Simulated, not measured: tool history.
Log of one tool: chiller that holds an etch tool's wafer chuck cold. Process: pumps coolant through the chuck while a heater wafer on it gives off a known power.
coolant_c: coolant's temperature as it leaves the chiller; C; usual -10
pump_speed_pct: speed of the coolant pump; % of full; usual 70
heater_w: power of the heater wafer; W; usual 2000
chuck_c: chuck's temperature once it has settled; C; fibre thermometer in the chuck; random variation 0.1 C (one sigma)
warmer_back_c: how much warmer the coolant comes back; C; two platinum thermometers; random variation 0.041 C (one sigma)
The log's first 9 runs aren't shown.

{"run": 10, "hour": 936.9, "coolant_c": -10, "pump_speed_pct": 70, "heater_w": 2000, "chuck_c": 10.5, "warmer_back_c": 9.55}
{"run": 11, "hour": 1091.8, "coolant_c": -10, "pump_speed_pct": 70, "heater_w": 2555, "chuck_c": 16.5, "warmer_back_c": 12.15}
{"run": 12, "hour": 1229.6, "coolant_c": -10, "pump_speed_pct": 70, "heater_w": 2000, "chuck_c": 10.8, "warmer_back_c": 9.62}
{"run": 13, "hour": 1367.6, "coolant_c": -10, "pump_speed_pct": 70, "heater_w": 2791, "chuck_c": 18.9, "warmer_back_c": 13.4}
{"run": 14, "hour": 1504.8, "coolant_c": -10, "pump_speed_pct": 70, "heater_w": 2791, "chuck_c": 18.9, "warmer_back_c": 13.38}
{"run": 15, "hour": 1654.8, "coolant_c": -10, "pump_speed_pct": 70, "heater_w": 2791, "chuck_c": 19.4, "warmer_back_c": 13.53}
{"run": 16, "hour": 1747.0, "coolant_c": -10, "pump_speed_pct": 70, "heater_w": 2791, "chuck_c": 19.4, "warmer_back_c": 13.5}
{"run": 17, "hour": 1848.6, "coolant_c": -9, "pump_speed_pct": 70, "heater_w": 2791, "chuck_c": 20.4, "warmer_back_c": 13.48}
{"run": 18, "hour": 2003.7, "coolant_c": -9, "pump_speed_pct": 70, "heater_w": 2791, "chuck_c": 20.4, "warmer_back_c": 13.53}
{"run": 19, "hour": 2145.1, "coolant_c": -10, "pump_speed_pct": 70, "heater_w": 1597, "chuck_c": 7.2, "warmer_back_c": 7.76}
{"hour": 2160.6, "done": "chiller's thermometer calibrated"}
{"run": 20, "hour": 2242.5, "coolant_c": -19, "pump_speed_pct": 64, "heater_w": 1055, "chuck_c": -6.9, "warmer_back_c": 5.62}
{"run": 21, "hour": 2345.7, "coolant_c": -10, "pump_speed_pct": 93, "heater_w": 2590, "chuck_c": 12.2, "warmer_back_c": 9.52}
{"run": 22, "hour": 2420.8, "coolant_c": -9, "pump_speed_pct": 76, "heater_w": 2648, "chuck_c": 17.1, "warmer_back_c": 11.85}
{"run": 23, "hour": 2524.5, "coolant_c": -16, "pump_speed_pct": 70, "heater_w": 1860, "chuck_c": 3.7, "warmer_back_c": 9.12}
{"run": 24, "hour": 2629.9, "coolant_c": -3, "pump_speed_pct": 98, "heater_w": 2488, "chuck_c": 17.6, "warmer_back_c": 8.78}

Run 25 comes next. What will it give?
{"run": 25, "hour": 2740.3, "coolant_c": -14, "pump_speed_pct": 65, "heater_w": 1232, "chuck_c": "?", "warmer_back_c": "?"}

Run 25 gave chuck_c -0.1 C, warmer_back_c 6.51 C.
Without the tool's hidden state the same run would have given chuck_c -1.4 C, warmer_back_c 6.25 C.
